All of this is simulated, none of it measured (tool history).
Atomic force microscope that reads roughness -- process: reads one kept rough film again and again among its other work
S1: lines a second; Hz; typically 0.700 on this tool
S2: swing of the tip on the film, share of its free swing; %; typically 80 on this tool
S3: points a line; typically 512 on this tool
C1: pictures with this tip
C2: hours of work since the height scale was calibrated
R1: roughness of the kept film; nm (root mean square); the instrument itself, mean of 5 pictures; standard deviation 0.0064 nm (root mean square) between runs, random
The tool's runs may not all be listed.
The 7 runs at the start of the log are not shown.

run	hour	S1	S2	S3	C1	C2	R1
8	221.3	0.700	80	512	198	341	1.690
# hour 230.0: new tip fitted
9	243.3	2.376	80	512	28	354	1.587
10	279.2	2.376	80	512	104	376	1.587
11	322.1	2.376	80	512	195	403	1.579
# hour 331.0: new tip fitted
12	357.7	0.700	60	512	56	424	1.735
13	397.7	0.700	60	512	141	449	1.724
14	429.7	0.700	68	512	209	469	1.718
# hour 433.5: new tip fitted
15	457.6	0.700	68	512	51	486	1.719
16	487.6	0.700	80	512	115	504	1.696
17	518.2	0.700	80	512	179	523	1.697
# hour 537.6: new tip fitted
18	555.2	0.700	80	512	38	545	1.703
19	574.1	0.700	80	512	78	557	1.701
20	599.8	0.700	80	512	132	573	1.690

Run 21 comes next. What will it give?
21	625.9	2.127	88	593	188	589	?

{"run 21": {"R1": 1.545}}
The same run, on a tool lacking any hidden state, would have yielded R1 1.547 nm (root mean square).
